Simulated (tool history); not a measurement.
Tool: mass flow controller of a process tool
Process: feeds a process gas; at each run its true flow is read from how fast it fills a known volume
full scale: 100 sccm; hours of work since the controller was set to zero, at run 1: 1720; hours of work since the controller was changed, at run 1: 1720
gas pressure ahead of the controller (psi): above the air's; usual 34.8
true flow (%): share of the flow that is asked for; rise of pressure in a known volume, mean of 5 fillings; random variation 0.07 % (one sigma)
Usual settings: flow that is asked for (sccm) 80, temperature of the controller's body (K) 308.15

| run | hour | flow that is asked for (sccm) | gas pressure ahead of the controller (psi) | temperature of the controller's body (K) | hours of work since the controller was set to zero | hours of work since the controller was changed | true flow (%) |
|---|---|---|---|---|---|---|---|
| 1 | 0 | 80 | 34.8 | 308.15 | 1720 | 1720 | 98.93 |
| 2 | 450.8 | 80 | 34.8 | 308.15 | 1993 | 1993 | 99.02 |
| 3 | 864.5 | 80 | 34.8 | 308.15 | 2244 | 2244 | 99.04 |
| 4 | 1207 | 80 | 34.8 | 308.15 | 2451 | 2451 | 99.1 |
| 5 | 1416.5 | 80 | 34.8 | 308.15 | 2578 | 2578 | 99.02 |
| 6 | 1838.2 | 80 | 34.8 | 308.15 | 2834 | 2834 | 99.22 |
| 7 | 2224.4 | 71 | 34.8 | 308.15 | 3068 | 3068 | 99.21 |
| 8 | 2548.2 | 71 | 34.8 | 308.15 | 3264 | 3264 | 99.18 |
| 9 | 2990.4 | 71 | 34.8 | 308.15 | 3532 | 3532 | 99.24 |
| 10 | 3352.6 | 71 | 34.8 | 308.15 | 3751 | 3751 | 99.43 |
| 11 | 3678.4 | 71 | 34.8 | 308.15 | 3949 | 3949 | 99.38 |
| 12 | 3928.3 | 71 | 34.8 | 308.15 | 4100 | 4100 | 99.48 |
| 13 | 4225.9 | 71 | 34.8 | 308.15 | 4281 | 4281 | 99.49 |
| 14 | 4428.3 | 80 | 34.8 | 308.15 | 4403 | 4403 | 99.66 |
| 15 | 4807.9 | 80 | 34.8 | 308.15 | 4633 | 4633 | 99.73 |
| 16 | 5128.8 | 80 | 34.8 | 308.15 | 4828 | 4828 | 99.85 |
| 17 | 5474.7 | 80 | 34.8 | 308.15 | 5037 | 5037 | 99.74 |
| 18 | 5805.9 | 49 | 21 | 300.15 | 5238 | 5238 | 101.22 |
| 19 | 6106 | 49 | 21 | 300.15 | 5420 | 5420 | 101.17 |
| 20 | 6454.5 | 16 | 21 | 300.15 | 5631 | 5631 | 104.54 |
| 21 | 6816 | 16 | 21 | 300.15 | 5850 | 5850 | 104.69 |
| 22 | 7226.7 | 16 | 21 | 300.15 | 6099 | 6099 | 104.79 |
| 23 | 7652.2 | 36 | 21 | 311.15 | 6357 | 6357 | 100.9 |
| 24 | 8026 | 36 | 21 | 311.15 | 6583 | 6583 | 101.01 |
|  | 8280.4 | controller's zero set anew |
| 25 | 8385.4 | 80 | 30.6 | 308.15 | 64 | 6801 | 99.14 |
| 26 | 8847.8 | 80 | 30.6 | 308.15 | 344 | 7081 | 99.28 |
| 27 | 9128.9 | 80 | 30.6 | 308.15 | 514 | 7252 | 99.36 |
| 28 | 9442 | 80 | 30.6 | 299.15 | 704 | 7441 | 100.43 |
| 29 | 9765.7 | 74 | 34.8 | 308.15 | 900 | 7637 | 99.26 |
| 30 | 10248.2 | 93 | 21.3 | 310.15 | 1193 | 7930 | 99.65 |
| 31 | 10741.9 | 78 | 21.8 | 299.15 | 1492 | 8229 | 100.74 |

Hidden state at the last listed run before each entry between runs and at the first one after, where it differs:
Between runs 24 and 25: controller's zero set anew (hour 8280.4)
  flow at rest that the sensor doesn't see, % of full scale: 1.026 -> 0.035; true flow over the shown one, %: 0.63 -> 0.66
  measured less the result without the state, true flow (%): +3.49 -> +0.7
